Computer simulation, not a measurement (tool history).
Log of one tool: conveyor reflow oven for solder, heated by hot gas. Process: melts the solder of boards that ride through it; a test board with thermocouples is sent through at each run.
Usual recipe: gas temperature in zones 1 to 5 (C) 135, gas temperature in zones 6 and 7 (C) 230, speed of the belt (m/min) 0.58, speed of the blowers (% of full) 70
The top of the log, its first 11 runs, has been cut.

| run | day | gas temperature in zones 1 to 5 (C) | gas temperature in zones 6 and 7 (C) | speed of the belt (m/min) | speed of the blowers (% of full) | hours of work since the flux was cleaned out | hours of work since the belt drive was overhauled | hours of work since the thermocouples were changed | highest temperature of the board (C) | time above the solder's melting point (s) |
|---|---|---|---|---|---|---|---|---|---|---|
| 12 | 10.046 | 135 | 236 | 0.58 | 70 | 206 | 719 | 471 | 219.4 | 55 |
| 13 | 10.979 | 135 | 236 | 0.58 | 70 | 223 | 736 | 488 | 219.3 | 55.2 |
| 14 | 12.058 | 135 | 236 | 0.58 | 70 | 243 | 756 | 508 | 219.6 | 54.1 |
| 15 | 13.088 | 135 | 236 | 0.58 | 70 | 261 | 774 | 526 | 219.5 | 54.1 |
| 16 | 14.242 | 135 | 236 | 0.58 | 70 | 282 | 795 | 547 | 218.5 | 55.6 |
| 17 | 15.162 | 149 | 230 | 0.534 | 70 | 299 | 812 | 563 | 218.4 | 65.2 |
| 18 | 16.217 | 149 | 230 | 0.534 | 70 | 318 | 831 | 583 | 218.2 | 65.5 |
| 19 | 17.017 | 125 | 221 | 0.58 | 70 | 332 | 845 | 597 | 204.6 | 39.8 |
| 20 | 18.154 | 143 | 221 | 0.58 | 68 | 353 | 866 | 617 | 207.3 | 47.6 |
| 21 | 19.138 | 143 | 221 | 0.58 | 68 | 370 | 883 | 635 | 207.8 | 47.8 |
| 22 | 19.9 | 143 | 221 | 0.58 | 68 | 384 | 897 | 649 | 207.4 | 48 |
| 23 | 20.408 | 143 | 221 | 0.58 | 68 | 393 | 906 | 658 | 207.2 | 47.2 |
| 24 | 20.942 | 141 | 236 | 0.694 | 78 | 403 | 916 | 668 | 216.5 | 45.6 |
|  | 21.762 | flux residue cleaned out of gas plates and filters |
| 25 | 21.762 | 143 | 230 | 0.661 | 70 | 0 | 927 | 679 | 210.3 | 44.4 |
| 26 | 22.433 | 141 | 227 | 0.696 | 73 | 12 | 939 | 691 | 207.9 | 39 |
| 27 | 23.083 | 135 | 234 | 0.58 | 70 | 24 | 951 | 703 | 217.8 | 53.9 |
| 28 | 23.833 | 133 | 237 | 0.553 | 89 | 37 | 964 | 716 | 226.7 | 62.1 |
| 29 | 24.758 | 133 | 237 | 0.553 | 89 | 54 | 981 | 733 | 226.5 | 63 |
| 30 | 25.996 | 121 | 237 | 0.553 | 89 | 76 | 1003 | 755 | 224.3 | 58.4 |
| 31 | 26.938 | 123 | 237 | 0.598 | 89 | 93 | 1020 | 772 | 222.6 | 53.3 |
| 32 | 28.033 | 122 | 237 | 0.614 | 80 | 113 | 1040 | 792 | 219 | 48.6 |

3 options for the next run, each taken on its own from the tool as it stands now. Forecast them:
| A | 28.879 | 122 | 237 | 0.614 | 81 | 128 | 1055 | 807 | ? | ? |
| B | 28.879 | 135 | 227 | 0.58 | 70 | 128 | 1055 | 807 | ? | ? |
| C | 28.879 | 121 | 237 | 0.614 | 52 | 128 | 1055 | 807 | ? | ? |

| run | highest temperature of the board (C) | time above the solder's melting point (s) |
|---|---|---|
| A | 220.1 | 49.6 |
| B | 212.2 | 49.3 |
| C | 207.5 | 36.7 |
Stripped of hidden state, with their random variation kept, the same runs would have yielded:
| run | highest temperature of the board (C) | time above the solder's melting point (s) |
|---|---|---|
| A | 220.1 | 49.6 |
| B | 212.3 | 49.4 |
| C | 207.5 | 36.7 |
